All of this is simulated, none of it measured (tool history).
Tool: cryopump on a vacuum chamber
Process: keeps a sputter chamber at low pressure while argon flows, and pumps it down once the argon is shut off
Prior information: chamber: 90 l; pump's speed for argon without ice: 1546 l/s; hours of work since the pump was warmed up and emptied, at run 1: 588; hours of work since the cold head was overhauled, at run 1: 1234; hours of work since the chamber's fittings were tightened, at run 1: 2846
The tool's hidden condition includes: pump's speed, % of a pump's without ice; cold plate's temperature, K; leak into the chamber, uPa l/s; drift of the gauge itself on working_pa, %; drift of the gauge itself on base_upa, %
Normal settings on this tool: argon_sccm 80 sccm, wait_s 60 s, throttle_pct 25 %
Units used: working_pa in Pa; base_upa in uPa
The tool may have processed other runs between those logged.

run    hour  argon_sccm  wait_s  throttle_pct  hours of work since the pump was warmed up and emptied  hours of work since the cold head was overhauled  hours of work since the chamber's fittings were tightened  working_pa  base_upa
  1     0.0          80      60            25                                                     588                                              1234                                                       2846      0.3875      2.64
       26.4  -- pump warmed up, emptied and cooled again
  2    31.1          80      60            25                                                       3                                              1251                                                       2862      0.3524      2.36
  3    77.2          80      60            25                                                      33                                              1280                                                       2892      0.3518      2.29
      105.3  -- leaking fittings of the chamber tightened, without venting
  4   111.1          80      60            25                                                      53                                              1301                                                          4      0.3540      1.74
  5   142.7          80      60            25                                                      73                                              1321                                                         24      0.3528      1.80
  6   185.7          80      60            25                                                     101                                              1348                                                         52      0.3542      1.80
  7   223.2          42      60            25                                                     125                                              1372                                                         76      0.1877      1.75
  8   273.9          36      60            25                                                     157                                              1405                                                        108      0.1607      1.78
  9   306.6          80      60            25                                                     178                                              1426                                                        129      0.3579      1.83
 10   351.9          80      60            25                                                     207                                              1455                                                        158      0.3614      1.78
 11   386.5          80      60            25                                                     229                                              1477                                                        180      0.3586      1.80
 12   437.8          80      60            25                                                     262                                              1510                                                        213      0.3632      1.79
 13   481.5          80      60            25                                                     290                                              1538                                                        241      0.3640      1.87
 14   517.2          80      60            25                                                     313                                              1561                                                        264      0.3645      1.84
 15   542.5          80      60            25                                                     329                                              1577                                                        280      0.3659      1.90
 16   578.8          80      60            25                                                     352                                              1600                                                        303      0.3661      1.89
 17   614.1          80      48            43                                                     375                                              1623                                                        326      0.2260      2.26
 18   655.3          80     150            30                                                     401                                              1649                                                        352      0.3140      0.99
 19   677.9         135     123            16                                                     416                                              1663                                                        366      0.9571      1.13
 20   716.8         135     123            16                                                     441                                              1688                                                        391      0.9628      1.18
 21   743.0          73     258            19                                                     457                                              1705                                                        408      0.4467      0.78
 22   781.7         112     258            19                                                     482                                              1730                                                        433      0.6825      0.77
 23   809.7          97      36            48                                                     500                                              1748                                                        451      0.2564      2.94
 24   832.3          61      60            28                                                     514                                              1762                                                        465      0.2595      1.93
 25   874.2          75     224            16                                                     541                                              1789                                                        492      0.5423      0.87
 26   905.6          75     224            16                                                     561                                              1809                                                        512      0.5439      0.83
 27   928.3          98     224            19                                                     576                                              1824                                                        527      0.6044      0.88
      973.4  -- pump warmed up, emptied and cooled again
 28   977.8          36      70            37                                                       3                                              1852                                                        555      0.1060      1.66
 29  1005.5          46      38            46                                                      21                                              1870                                                        573      0.1101      2.73
 30  1047.8          34     161            39                                                      48                                              1897                                                        600      0.0960      0.95
 31  1075.0          32     142            26                                                      65                                              1914                                                        617      0.1371      1.01
 32  1109.6          39     142            16                                                      87                                              1936                                                        640      0.2705      1.01

Difference, measured minus no-hidden-state, one row per run. Run-to-run variation is common to both terms; the gauge's own scatter need not be:
run  working_pa  base_upa
  1     +0.0382     +0.94
  2     +0.0012     +0.61
  3     +0.0024     +0.61
  4     +0.0034     +0.05
  5     +0.0044     +0.07
  6     +0.0056     +0.07
  7     +0.0036     +0.07
  8     +0.0038     +0.09
  9     +0.0096     +0.10
 10     +0.0113     +0.11
 11     +0.0124     +0.12
 12     +0.0144     +0.13
 13     +0.0160     +0.15
 14     +0.0174     +0.15
 15     +0.0183     +0.17
 16     +0.0198     +0.17
 17     +0.0215     +0.18
 18     +0.0233     +0.20
 19     +0.0407     +0.21
 20     +0.0437     +0.22
 21     +0.0247     +0.23
 22     +0.0404     +0.23
 23     +0.0365     +0.24
 24     +0.0239     +0.26
 25     +0.0316     +0.28
 26     +0.0332     +0.28
 27     +0.0449     +0.29
 28     +0.0004     +0.16
 29     +0.0010     +0.17
 30     +0.0014     +0.18
 31     +0.0015     +0.18
 32     +0.0024     +0.19

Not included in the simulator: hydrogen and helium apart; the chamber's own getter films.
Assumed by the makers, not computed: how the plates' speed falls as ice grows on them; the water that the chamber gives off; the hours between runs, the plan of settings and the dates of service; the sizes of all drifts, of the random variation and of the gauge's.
